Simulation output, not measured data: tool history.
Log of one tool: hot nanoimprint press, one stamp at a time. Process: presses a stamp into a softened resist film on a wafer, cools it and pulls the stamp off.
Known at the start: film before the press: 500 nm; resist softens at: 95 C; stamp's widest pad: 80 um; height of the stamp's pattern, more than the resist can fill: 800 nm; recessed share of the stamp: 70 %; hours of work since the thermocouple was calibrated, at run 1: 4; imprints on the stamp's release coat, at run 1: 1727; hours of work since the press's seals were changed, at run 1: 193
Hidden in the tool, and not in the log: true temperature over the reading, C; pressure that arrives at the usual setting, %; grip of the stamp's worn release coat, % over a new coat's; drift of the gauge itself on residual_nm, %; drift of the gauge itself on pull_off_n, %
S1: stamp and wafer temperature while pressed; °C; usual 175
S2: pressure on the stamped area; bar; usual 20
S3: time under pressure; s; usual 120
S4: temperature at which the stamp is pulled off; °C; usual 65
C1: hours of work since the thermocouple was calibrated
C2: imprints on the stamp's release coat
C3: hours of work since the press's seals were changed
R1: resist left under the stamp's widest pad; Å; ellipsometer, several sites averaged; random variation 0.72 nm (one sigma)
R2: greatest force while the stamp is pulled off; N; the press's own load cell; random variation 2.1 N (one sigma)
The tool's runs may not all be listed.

run,hour,S1,S2,S3,S4,C1,C2,C3,R1,R2
1,0,175,20,120,65,4,1727,193,2033,124
2,53.1,175,20,120,65,42,1916,231,2044,127
3,92.8,175,20,205,65,70,2057,259,1688,130
4,146.5,175,20,205,65,108,2248,297,1706,136
5,179.9,175,20,205,65,132,2367,321,1697,137
# hour 211.9: stamp cleaned and given a new release coat
6,241.8,175,20,120,65,172,106,361,2082,99
7,266.7,175,20,120,65,190,195,378,2075,97
8,294.5,175,20,120,65,209,294,398,2081,103
9,319.1,175,20,120,65,227,381,416,2100,98
10,373.8,175,20,120,65,266,576,454,2101,105
11,430.1,175,20,120,65,306,776,494,2110,107
12,483.9,175,20,120,65,344,968,533,2118,113
13,530,175,20,83,65,377,1132,565,2415,112
14,579.1,175,20,83,65,411,1307,600,2417,120
# hour 633.1: plate thermocouple calibrated
15,636.4,175,20,83,65,2,1500,639,2313,121
16,684.3,178,20,83,72,36,1671,673,2039,117
17,718.6,178,20,79,72,61,1793,697,2094,118
18,744,178,20,79,59,79,1883,715,2085,131
19,802,182,23.3,113,65,120,2090,756,1438,134
20,851.9,182,23.3,212,65,155,2267,792,1132,132
21,875.7,182,23.3,212,65,172,2352,809,1137,136
# hour 909.9: stamp cleaned and given a new release coat
# hour 917.9: press's hydraulic seals changed and the load cell set to zero
22,934,182,23.3,212,72,204,58,11,1105,93
23,970.8,184,13.8,129,59,230,189,38,1668,103
24,1017.4,184,15.3,84,59,263,354,71,1844,107
25,1061.5,175,18.3,108,59,294,512,102,2220,110
26,1092.6,181,20,60,65,316,622,124,2059,105
27,1141.3,175,20,77,62,351,796,159,2402,113
28,1177.4,175,20,77,62,376,924,184,2413,108
29,1223.8,175,20,77,62,409,1089,217,2430,116

5 ways to go on from here, each from the tool as it stands after run 29. What would each give?
# hour 1278.9: plate thermocouple calibrated
A,1282.8,165,20,125,63,3,1289,257,?,?
# hour 1278.9: plate thermocouple calibrated
B,1282.8,175,20,98,60,3,1289,257,?,?
# hour 1278.9: plate thermocouple calibrated
C,1282.8,173,20,85,60,3,1289,257,?,?
# hour 1278.9: plate thermocouple calibrated
D,1282.8,175,19.5,69,62,3,1289,257,?,?
# hour 1278.9: plate thermocouple calibrated
E,1282.8,175,20,77,71,3,1289,257,?,?

run,R1,R2
A,3085,119
B,2190,121
C,2518,124
D,2492,120
E,2382,109
Without the tool's hidden state the same runs would have given:
run,R1,R2
A,3057,97
B,2165,98
C,2492,101
D,2466,98
E,2356,89

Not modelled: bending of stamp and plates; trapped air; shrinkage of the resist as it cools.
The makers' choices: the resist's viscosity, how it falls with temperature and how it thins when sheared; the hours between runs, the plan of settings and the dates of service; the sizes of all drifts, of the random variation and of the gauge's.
